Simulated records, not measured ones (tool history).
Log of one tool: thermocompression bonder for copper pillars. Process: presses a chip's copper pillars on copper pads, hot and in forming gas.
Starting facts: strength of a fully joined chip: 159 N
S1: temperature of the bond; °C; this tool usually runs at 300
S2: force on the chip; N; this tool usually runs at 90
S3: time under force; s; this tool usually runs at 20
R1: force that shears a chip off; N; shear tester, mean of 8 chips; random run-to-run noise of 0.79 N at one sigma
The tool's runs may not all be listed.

| run | hour | S1 | S2 | S3 | R1 |
|---|---|---|---|---|---|
| 1 | 0 | 300 | 90 | 20 | 61.9 |
| 2 | 43.8 | 291 | 90 | 20 | 53.2 |
|  | 67.9 | forming gas filter changed |
| 3 | 89.8 | 291 | 90 | 20 | 52.8 |
| 4 | 113 | 291 | 90 | 20 | 53 |
| 5 | 145.3 | 291 | 90 | 30 | 63.5 |
| 6 | 193.6 | 291 | 90 | 30 | 62 |
| 7 | 222.2 | 291 | 90 | 30 | 62.5 |
| 8 | 256.3 | 300 | 66 | 20 | 51 |
| 9 | 279 | 300 | 66 | 20 | 51.7 |
|  | 284.8 | forming gas filter changed |
| 10 | 314.7 | 300 | 66 | 20 | 52 |
| 11 | 344.5 | 300 | 66 | 20 | 52.7 |
| 12 | 368.9 | 300 | 66 | 20 | 52 |
| 13 | 399.9 | 300 | 66 | 20 | 51.6 |
| 14 | 443.2 | 304 | 66 | 20 | 55.2 |
| 15 | 467.4 | 304 | 66 | 20 | 54.8 |
| 16 | 491.2 | 313 | 90 | 20 | 72.5 |
|  | 504 | forming gas filter changed |
| 17 | 512.6 | 313 | 101 | 31 | 91.9 |
| 18 | 556.4 | 297 | 86 | 12 | 47.4 |
| 19 | 604.6 | 324 | 69 | 23 | 77.9 |
| 20 | 627.2 | 324 | 69 | 23 | 78.9 |
|  | 632.7 | force cell calibrated |
| 21 | 665.1 | 287 | 90 | 13 | 43.2 |
| 22 | 701.1 | 300 | 78 | 20 | 56.4 |
|  | 722.4 | forming gas filter changed |
| 23 | 729.8 | 274 | 127 | 41 | 64.3 |
| 24 | 776.1 | 300 | 124 | 20 | 73 |
| 25 | 801.6 | 282 | 83 | 28 | 50.4 |
| 26 | 843.9 | 282 | 83 | 26 | 48.7 |
| 27 | 874.4 | 282 | 134 | 13 | 48.4 |

Alternative continuations, all from the tool just after run 27; predict every row:
| A | 905.7 | 326 | 54 | 32 | ? |
| B | 905.7 | 284 | 90 | 20 | ? |
| C | 905.7 | 285 | 106 | 18 | ? |
| D | 905.7 | 294 | 82 | 14 | ? |
| E | 905.7 | 295 | 90 | 25 | ? |

| run | R1 |
|---|---|
| A | 79.1 |
| B | 46.8 |
| C | 51.3 |
| D | 45.7 |
| E | 62.4 |
The same runs, with their run-to-run variation unchanged, on a tool lacking any hidden condition would have given:
| run | R1 |
|---|---|
| A | 79.3 |
| B | 47 |
| C | 51.5 |
| D | 45.9 |
| E | 62.6 |
